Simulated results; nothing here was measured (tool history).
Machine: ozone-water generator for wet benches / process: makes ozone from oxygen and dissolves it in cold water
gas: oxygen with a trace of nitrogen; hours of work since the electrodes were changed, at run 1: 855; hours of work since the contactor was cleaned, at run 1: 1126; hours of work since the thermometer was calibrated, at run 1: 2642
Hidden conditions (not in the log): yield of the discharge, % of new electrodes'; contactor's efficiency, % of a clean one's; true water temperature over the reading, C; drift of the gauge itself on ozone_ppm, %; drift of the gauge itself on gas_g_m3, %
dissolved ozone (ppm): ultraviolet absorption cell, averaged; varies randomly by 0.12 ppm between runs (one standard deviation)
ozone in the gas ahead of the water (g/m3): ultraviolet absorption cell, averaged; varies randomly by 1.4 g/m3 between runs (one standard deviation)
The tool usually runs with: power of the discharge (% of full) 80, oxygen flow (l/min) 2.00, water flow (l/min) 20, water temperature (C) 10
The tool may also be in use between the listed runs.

| run | hour | power of the discharge (% of full) | oxygen flow (l/min) | water flow (l/min) | water temperature (C) | hours of work since the electrodes were changed | hours of work since the contactor was cleaned | hours of work since the thermometer was calibrated | dissolved ozone (ppm) | ozone in the gas ahead of the water (g/m3) |
|---|---|---|---|---|---|---|---|---|---|---|
| 1 | 0.0 | 80 | 2.00 | 20 | 10 | 855 | 1126 | 2642 | 10.8 | 251.5 |
| 2 | 97.3 | 80 | 2.00 | 20 | 10 | 925 | 1195 | 2711 | 10.9 | 248.4 |
| 3 | 247.4 | 80 | 2.00 | 20 | 10 | 1032 | 1303 | 2819 | 10.7 | 245.6 |
| 4 | 339.2 | 80 | 2.00 | 28 | 10 | 1098 | 1369 | 2885 | 7.2 | 246.5 |
| 5 | 410.7 | 80 | 2.00 | 28 | 10 | 1149 | 1420 | 2936 | 7.3 | 247.4 |
| 6 | 559.1 | 80 | 2.00 | 28 | 10 | 1256 | 1527 | 3043 | 7.2 | 242.5 |
| 7 | 668.3 | 80 | 2.00 | 15 | 10 | 1334 | 1605 | 3121 | 14.2 | 243.1 |
| 8 | 836.9 | 69 | 2.00 | 20 | 10 | 1455 | 1726 | 3242 | 9.3 | 218.5 |
| 9 | 991.1 | 80 | 1.59 | 20 | 10 | 1566 | 1836 | 3352 | 9.7 | 273.6 |
| 10 | 1139.0 | 80 | 2.00 | 14 | 10 | 1672 | 1942 | 3458 | 14.9 | 239.5 |
| 11 | 1274.6 | 80 | 2.00 | 14 | 10 | 1769 | 2040 | 3556 | 14.9 | 238.0 |
| 12 | 1356.3 | 80 | 2.00 | 14 | 10 | 1827 | 2098 | 3614 | 14.8 | 240.8 |
| 13 | 1486.1 | 44 | 2.00 | 14 | 10 | 1921 | 2191 | 3707 | 10.0 | 160.2 |
|  | 1593.8 | water thermometer calibrated |
| 14 | 1634.2 | 44 | 2.00 | 14 | 10 | 2026 | 2297 | 29 | 9.9 | 160.6 |
| 15 | 1742.0 | 80 | 2.00 | 25 | 10 | 2104 | 2374 | 106 | 7.9 | 235.1 |
| 16 | 1883.8 | 80 | 2.00 | 25 | 10 | 2205 | 2476 | 208 | 7.8 | 236.3 |
|  | 2015.4 | contactor cleaned |
| 17 | 2026.5 | 80 | 1.08 | 20 | 10 | 2305 | 8 | 307 | 7.7 | 322.9 |
| 18 | 2100.2 | 80 | 1.08 | 20 | 10 | 2358 | 61 | 360 | 7.6 | 322.9 |
| 19 | 2208.7 | 95 | 1.87 | 19 | 9 | 2435 | 139 | 438 | 11.0 | 270.6 |
| 20 | 2296.7 | 80 | 1.40 | 20 | 10 | 2498 | 202 | 501 | 8.4 | 278.5 |
|  | 2402.4 | contactor cleaned, once more |
| 21 | 2409.0 | 71 | 1.92 | 20 | 9 | 2576 | 5 | 579 | 9.5 | 217.6 |
| 22 | 2496.7 | 71 | 1.92 | 13 | 7 | 2639 | 68 | 642 | 14.9 | 216.8 |
| 23 | 2644.5 | 80 | 3.27 | 17 | 10 | 2745 | 174 | 748 | 13.7 | 175.3 |
| 24 | 2800.2 | 80 | 1.66 | 15 | 18 | 2857 | 285 | 859 | 12.4 | 251.3 |
| 25 | 2876.3 | 80 | 2.00 | 23 | 8 | 2911 | 340 | 914 | 8.8 | 225.4 |
| 26 | 3031.0 | 91 | 2.00 | 29 | 11 | 3022 | 451 | 1025 | 7.2 | 243.9 |
| 27 | 3110.5 | 71 | 3.32 | 30 | 11 | 3079 | 508 | 1082 | 6.9 | 159.9 |
| 28 | 3203.5 | 52 | 2.00 | 20 | 10 | 3146 | 574 | 1148 | 7.5 | 168.9 |
| 29 | 3363.3 | 80 | 2.38 | 28 | 10 | 3260 | 689 | 1263 | 7.2 | 200.4 |
| 30 | 3471.5 | 43 | 2.00 | 16 | 10 | 3338 | 767 | 1341 | 8.5 | 150.5 |
| 31 | 3552.5 | 56 | 2.00 | 20 | 10 | 3396 | 825 | 1399 | 7.7 | 176.9 |
| 32 | 3667.9 | 96 | 2.00 | 15 | 10 | 3479 | 907 | 1481 | 14.7 | 246.6 |
| 33 | 3793.9 | 96 | 2.00 | 15 | 10 | 3569 | 998 | 1572 | 14.5 | 247.6 |

Here are 4 independent what-if runs from the current tool condition. What would each one return?
| A | 3927.0 | 90 | 2.00 | 13 | 10 | 3665 | 1093 | 1667 | ? | ? |
| B | 3927.0 | 89 | 1.26 | 20 | 8 | 3665 | 1093 | 1667 | ? | ? |
| C | 3927.0 | 80 | 2.00 | 12 | 6 | 3665 | 1093 | 1667 | ? | ? |
| D | 3927.0 | 84 | 1.92 | 20 | 10 | 3665 | 1093 | 1667 | ? | ? |

| run | dissolved ozone (ppm) | ozone in the gas ahead of the water (g/m3) |
|---|---|---|
| A | 16.2 | 236.9 |
| B | 9.0 | 299.2 |
| C | 17.2 | 218.8 |
| D | 9.6 | 230.7 |
With no hidden state in the tool, these same runs would have given:
| run | dissolved ozone (ppm) | ozone in the gas ahead of the water (g/m3) |
|---|---|---|
| A | 19.8 | 282.5 |
| B | 11.0 | 356.1 |
| C | 20.7 | 257.6 |
| D | 11.7 | 273.2 |

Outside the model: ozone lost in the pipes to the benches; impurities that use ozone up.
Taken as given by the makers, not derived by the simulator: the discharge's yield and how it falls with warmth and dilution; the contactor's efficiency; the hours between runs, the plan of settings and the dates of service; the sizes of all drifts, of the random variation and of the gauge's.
